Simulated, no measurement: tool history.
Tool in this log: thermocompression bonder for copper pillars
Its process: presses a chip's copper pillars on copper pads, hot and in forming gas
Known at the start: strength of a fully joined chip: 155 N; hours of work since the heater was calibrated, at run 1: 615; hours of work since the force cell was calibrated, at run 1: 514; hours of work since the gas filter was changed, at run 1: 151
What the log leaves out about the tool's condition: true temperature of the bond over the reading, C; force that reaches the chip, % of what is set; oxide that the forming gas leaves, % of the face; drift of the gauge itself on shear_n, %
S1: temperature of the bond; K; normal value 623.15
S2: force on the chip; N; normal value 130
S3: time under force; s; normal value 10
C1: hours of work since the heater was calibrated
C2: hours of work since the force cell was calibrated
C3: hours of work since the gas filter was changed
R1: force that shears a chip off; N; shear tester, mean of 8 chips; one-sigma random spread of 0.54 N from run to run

Run 1, day 0.000: usual settings; C1 615; C2 514; C3 151. Result: R1 70.5 N.
Run 2, day 0.567: usual settings; C1 622; C2 521; C3 158. Result: R1 70.2 N.
Run 3, day 1.596: usual settings but S1 608.15 K; C1 636; C2 535; C3 172. Result: R1 63.5 N.
Run 4, day 2.433: usual settings but S1 608.15 K; C1 646; C2 545; C3 182. Result: R1 62.9 N.
At day 2.908: forming gas filter changed.
Run 5, day 3.038: usual settings but S3 19 s; C1 654; C2 553; C3 2. Result: R1 88.6 N.
Run 6, day 3.838: usual settings but S3 7 s; C1 664; C2 563; C3 12. Result: R1 61.4 N.
Run 7, day 4.667: usual settings; C1 675; C2 574; C3 23. Result: R1 70.4 N.
Run 8, day 5.671: usual settings but S1 647.15 K; C1 688; C2 587; C3 35. Result: R1 81.8 N.
Run 9, day 6.712: usual settings but S1 611.15 K; C1 701; C2 600; C3 49. Result: R1 65.6 N.
At day 7.704: heater calibrated with a thermocouple chip.
Run 10, day 7.967: usual settings but S1 611.15 K; C1 3; C2 615; C3 64. Result: R1 64.5 N.
Run 11, day 8.879: usual settings; C1 15; C2 627; C3 76. Result: R1 70.3 N.
Run 12, day 9.608: usual settings; C1 24; C2 636; C3 85. Result: R1 69.8 N.
Run 13, day 10.483: usual settings but S3 12 s; C1 36; C2 647; C3 96. Result: R1 75.2 N.
Run 14, day 11.021: usual settings but S3 12 s; C1 43; C2 654; C3 103. Result: R1 74.7 N.
Run 15, day 12.167: usual settings; C1 57; C2 669; C3 118. Result: R1 70.6 N.
Run 16, day 12.658: usual settings; C1 64; C2 675; C3 124. Result: R1 71.0 N.
Run 17, day 13.267: usual settings but S3 16 s; C1 71; C2 683; C3 132. Result: R1 83.2 N.
Run 18, day 13.975: usual settings but S3 16 s; C1 81; C2 692; C3 141. Result: R1 82.0 N.
Run 19, day 14.842: usual settings but S1 653.15 K, S2 122 N, S3 27 s; C1 92; C2 703; C3 152. Result: R1 108.3 N.
Run 20, day 15.458: usual settings but S1 634.15 K, S3 21 s; C1 100; C2 711; C3 160. Result: R1 97.0 N.
Run 21, day 16.283: usual settings but S1 651.15 K, S3 21 s; C1 110; C2 722; C3 171. Result: R1 105.2 N.
Run 22, day 16.996: usual settings but S3 9 s; C1 119; C2 731; C3 180. Result: R1 68.4 N.
Run 23, day 17.579: usual settings but S3 9 s; C1 127; C2 738; C3 187. Result: R1 68.4 N.
At day 17.662: forming gas filter changed.
Run 24, day 18.200: usual settings but S2 98 N, S3 25 s; C1 134; C2 746; C3 7. Result: R1 74.1 N.
Run 25, day 18.738: usual settings but S1 619.15 K, S2 87 N, S3 25 s; C1 141; C2 753; C3 14. Result: R1 64.5 N.
Run 26, day 19.275: usual settings but S1 610.15 K, S3 12 s; C1 148; C2 760; C3 21. Result: R1 68.3 N.
Run 27, day 19.771: usual settings but S1 642.15 K, S2 124 N, S3 17 s; C1 155; C2 766; C3 27. Result: R1 91.0 N.
Run 28, day 20.767: usual settings but S1 594.15 K, S2 151 N, S3 21 s; C1 167; C2 779; C3 40. Result: R1 86.5 N.
Run 29, day 21.454: usual settings but S1 620.15 K; C1 176; C2 788; C3 49. Result: R1 69.6 N.
Run 30, day 22.433: usual settings but S1 632.15 K, S2 126 N; C1 189; C2 800; C3 61. Result: R1 73.4 N.
Run 31, day 23.483: usual settings but S1 644.15 K, S2 93 N; C1 202; C2 814; C3 75. Result: R1 58.4 N.
At day 24.117: force cell calibrated.
Run 32, day 24.638: usual settings but S1 594.15 K, S2 129 N; C1 216; C2 7; C3 89. Result: R1 56.0 N.
Run 33, day 25.400: usual settings but S1 617.15 K, S2 121 N; C1 226; C2 16; C3 99. Result: R1 62.4 N.
Run 34, day 26.088: usual settings but S1 621.15 K, S2 172 N; C1 235; C2 25; C3 107. Result: R1 91.2 N.
Run 35, day 26.583: usual settings but S1 630.15 K, S2 101 N, S3 26 s; C1 241; C2 32; C3 114. Result: R1 80.4 N.
Run 36, day 27.588: usual settings but S1 636.15 K, S2 101 N, S3 6 s; C1 254; C2 45; C3 127. Result: R1 48.3 N.

Predict each of these 3 candidate next runs independently; none follows another, all start after run 36:
Run A, day 28.571: usual settings but S3 27 s; C1 267; C2 57; C3 139. Result: R1 ?.
Run B, day 28.571: usual settings but S1 599.15 K, S2 183 N, S3 22 s; C1 267; C2 57; C3 139. Result: R1 ?.
Run C, day 28.571: usual settings but S1 615.15 K, S2 115 N, S3 13 s; C1 267; C2 57; C3 139. Result: R1 ?.

run     R1
  A   97.8
  B  103.8
  C   65.0
With no hidden state in the tool, these same runs would have given:
run     R1
  A   97.8
  B  103.9
  C   65.0

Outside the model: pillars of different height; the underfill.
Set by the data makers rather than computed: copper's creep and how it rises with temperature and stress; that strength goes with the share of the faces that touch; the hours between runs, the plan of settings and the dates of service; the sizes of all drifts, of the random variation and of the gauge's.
